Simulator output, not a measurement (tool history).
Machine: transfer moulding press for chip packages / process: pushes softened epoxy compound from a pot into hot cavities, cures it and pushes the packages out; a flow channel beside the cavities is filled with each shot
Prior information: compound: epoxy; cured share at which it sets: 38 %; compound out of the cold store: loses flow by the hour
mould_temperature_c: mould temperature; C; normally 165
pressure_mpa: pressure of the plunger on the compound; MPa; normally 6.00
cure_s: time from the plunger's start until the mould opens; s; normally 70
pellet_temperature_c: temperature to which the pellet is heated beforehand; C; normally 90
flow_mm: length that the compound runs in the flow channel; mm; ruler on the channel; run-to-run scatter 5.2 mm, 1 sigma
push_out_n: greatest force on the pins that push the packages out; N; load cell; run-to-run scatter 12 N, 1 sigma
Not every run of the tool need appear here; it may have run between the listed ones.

run	day	mould_temperature_c	pressure_mpa	cure_s	pellet_temperature_c	incoming compound's hours out of the cold store	flow_mm	push_out_n
1	0.000	165	6.00	70	90	38.4	863	684
2	0.754	165	6.00	70	90	40.9	857	866
3	1.596	165	6.00	70	90	13.1	946	1090
# day 1.779: cavities cleaned with cleaning compound and waxed
# day 2.300: plunger's sealing rings changed
4	3.304	165	6.00	70	90	15.6	952	1214
# day 3.850: cavities cleaned with cleaning compound and waxed
5	4.071	165	6.00	70	90	36.3	883	687
6	5.296	172	6.00	70	90	33.8	864	696
# day 5.862: cavities cleaned with cleaning compound and waxed
# day 6.012: cavities cleaned with cleaning compound and waxed, once more
7	6.775	172	6.00	70	90	18.2	912	623
# day 7.975: cavities cleaned with cleaning compound and waxed
8	8.138	172	6.00	70	90	13.8	925	485
# day 8.704: plunger's sealing rings changed
# day 10.012: cavities cleaned with cleaning compound and waxed
9	10.012	172	4.82	70	90	46.8	744	430
10	11.542	172	4.82	76	90	9.5	856	626
# day 12.004: cavities cleaned with cleaning compound and waxed
11	12.400	172	4.82	76	90	13.9	841	490
12	13.721	166	4.82	76	90	40.0	757	801
# day 13.946: cavities cleaned with cleaning compound and waxed
# day 15.121: plunger's sealing rings changed
13	15.258	166	4.82	76	90	36.2	802	742
# day 16.008: cavities cleaned with cleaning compound and waxed
14	16.017	166	4.82	76	90	29.2	813	496
# day 17.658: mould's thermocouples calibrated
15	17.708	158	6.76	81	99	26.1	988	1076
# day 18.108: cavities cleaned with cleaning compound and waxed
16	19.333	166	6.00	53	90	29.5	885	1714
# day 20.125: cavities cleaned with cleaning compound and waxed
17	20.633	166	6.00	87	98	15.7	929	530
# day 21.529: plunger's sealing rings changed
18	21.600	166	6.00	87	98	35.9	885	615
# day 22.258: cavities cleaned with cleaning compound and waxed
19	22.712	166	6.00	87	98	37.3	877	502
20	23.875	165	6.05	70	93	23.8	920	995
# day 24.271: cavities cleaned with cleaning compound and waxed
21	25.629	165	6.00	63	98	28.0	900	1225
# day 26.275: cavities cleaned with cleaning compound and waxed
22	27.112	165	6.00	54	98	9.8	957	1714
# day 27.846: plunger's sealing rings changed
23	28.150	165	4.98	70	82	8.4	910	1177
# day 28.325: cavities cleaned with cleaning compound and waxed
24	29.388	159	4.98	86	82	14.7	903	941
# day 30.371: cavities cleaned with cleaning compound and waxed
25	31.138	173	6.51	73	97	36.0	883	563
# day 32.417: cavities cleaned with cleaning compound and waxed
26	32.812	166	6.00	70	81	40.3	850	719
27	33.975	171	5.99	70	85	38.7	841	696

Each row is a separate what-if for the run after 27, all from the same tool condition, not one after another. Results?
# day 34.179: plunger's sealing rings changed
# day 34.462: cavities cleaned with cleaning compound and waxed
A	35.500	159	4.97	54	90	42.1	?	?
# day 34.179: plunger's sealing rings changed
# day 34.462: cavities cleaned with cleaning compound and waxed
B	35.500	165	5.99	54	85	37.7	?	?
# day 34.179: plunger's sealing rings changed
# day 34.462: cavities cleaned with cleaning compound and waxed
C	35.500	170	4.51	70	97	38.6	?	?

run	flow_mm	push_out_n
A	811	2234
B	879	1665
C	749	665
Take away the tool's hidden state, keep each run's random variation, and the runs would have read:
run	flow_mm	push_out_n
A	817	1433
B	886	1065
C	755	426
